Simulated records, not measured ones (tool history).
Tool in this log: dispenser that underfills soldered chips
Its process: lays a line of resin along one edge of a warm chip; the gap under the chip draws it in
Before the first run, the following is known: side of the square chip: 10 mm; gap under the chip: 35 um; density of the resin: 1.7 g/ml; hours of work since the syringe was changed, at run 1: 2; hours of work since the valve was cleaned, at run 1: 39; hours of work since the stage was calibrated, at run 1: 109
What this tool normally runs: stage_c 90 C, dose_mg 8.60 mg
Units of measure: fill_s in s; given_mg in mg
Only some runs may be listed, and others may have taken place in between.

run	hour	stage_c	dose_mg	hours of work since the syringe was changed	hours of work since the valve was cleaned	hours of work since the stage was calibrated	fill_s	given_mg
1	0.0	90	8.60	2	39	109	128.3	8.39
# hour 4.1: new syringe of resin
2	4.4	90	8.60	0	42	113	122.8	8.39
# hour 6.5: dispensing valve cleaned and set on the balance
3	10.9	90	8.60	5	3	117	138.8	8.65
# hour 12.6: new syringe of resin
4	18.0	90	8.60	4	9	122	138.4	8.55
# hour 20.2: new syringe of resin
5	21.9	90	8.60	1	12	125	125.0	8.51
6	25.8	90	8.60	4	15	128	133.8	8.49
# hour 27.6: new syringe of resin
7	30.3	90	8.60	2	18	131	128.9	8.51
# hour 34.9: new syringe of resin
8	36.7	90	10.82	1	23	136	121.5	10.70
# hour 42.3: new syringe of resin
9	42.3	90	9.54	0	27	140	118.0	9.41
10	47.3	90	9.54	4	31	144	136.5	9.34
# hour 49.7: new syringe of resin
11	53.5	90	8.07	3	35	149	136.0	7.85
# hour 57.0: new syringe of resin
12	57.3	90	8.07	0	38	152	124.6	7.89
# hour 64.2: dispensing valve cleaned and set on the balance
# hour 65.2: new syringe of resin
13	65.2	90	8.07	0	1	157	125.8	8.11
14	70.1	90	8.07	4	4	161	137.1	8.04
# hour 72.8: new syringe of resin
15	74.6	90	8.60	1	8	164	127.3	8.57
# hour 80.0: new syringe of resin
16	81.3	90	8.60	1	13	169	124.5	8.52
17	86.8	90	8.60	5	17	173	144.7	8.56
# hour 87.6: new syringe of resin
18	91.5	90	8.60	3	20	177	136.7	8.45
# hour 95.2: new syringe of resin
19	95.5	103	8.60	0	23	180	83.5	8.49
# hour 102.9: new syringe of resin
20	103.0	90	9.59	0	29	185	120.3	9.41
21	107.4	82	7.86	4	32	189	185.4	7.67
# hour 110.4: new syringe of resin
22	113.9	76	8.46	3	37	194	216.3	8.19
# hour 117.8: new syringe of resin
23	117.8	76	8.46	0	40	196	197.9	8.24
# hour 122.0: dispensing valve cleaned and set on the balance
24	124.4	76	10.07	4	2	201	219.3	10.03
# hour 126.1: new syringe of resin
25	128.8	87	10.07	2	5	204	141.8	9.95
# hour 133.3: new syringe of resin
26	135.7	87	10.07	2	10	209	140.3	10.01
# hour 140.6: new syringe of resin
27	140.7	104	9.76	0	14	213	77.7	9.65
28	146.0	89	7.39	4	18	217	150.1	7.24
# hour 148.0: new syringe of resin
29	150.3	89	7.39	2	21	220	141.6	7.26
30	153.4	94	10.67	4	24	222	120.2	10.48
# hour 155.3: new syringe of resin
31	160.4	94	10.67	4	29	228	121.4	10.44
# hour 162.6: new syringe of resin
32	165.1	94	10.67	2	32	231	113.3	10.45
33	168.7	95	8.34	5	35	234	121.1	8.11
# hour 170.3: new syringe of resin
34	173.3	95	8.34	2	39	237	112.0	8.14
# hour 177.7: new syringe of resin
# hour 180.1: dispensing valve cleaned and set on the balance
35	182.0	93	10.76	3	1	243	116.7	10.77
36	185.2	93	10.76	5	4	246	125.3	10.71

3 ways to go on from here, each from the tool as it stands after run 36. What would each give?
# hour 186.5: new syringe of resin
A	191.8	93	7.60	4	9	251	?	?
# hour 186.5: new syringe of resin
B	191.8	90	7.91	4	9	251	?	?
# hour 186.5: new syringe of resin
C	191.8	102	7.90	4	9	251	?	?

run	fill_s	given_mg
A	131.0	7.52
B	143.0	7.92
C	98.6	7.86
With no hidden state in the tool, these same runs would have given:
run	fill_s	given_mg
A	108.5	7.56
B	118.2	7.96
C	81.9	7.90

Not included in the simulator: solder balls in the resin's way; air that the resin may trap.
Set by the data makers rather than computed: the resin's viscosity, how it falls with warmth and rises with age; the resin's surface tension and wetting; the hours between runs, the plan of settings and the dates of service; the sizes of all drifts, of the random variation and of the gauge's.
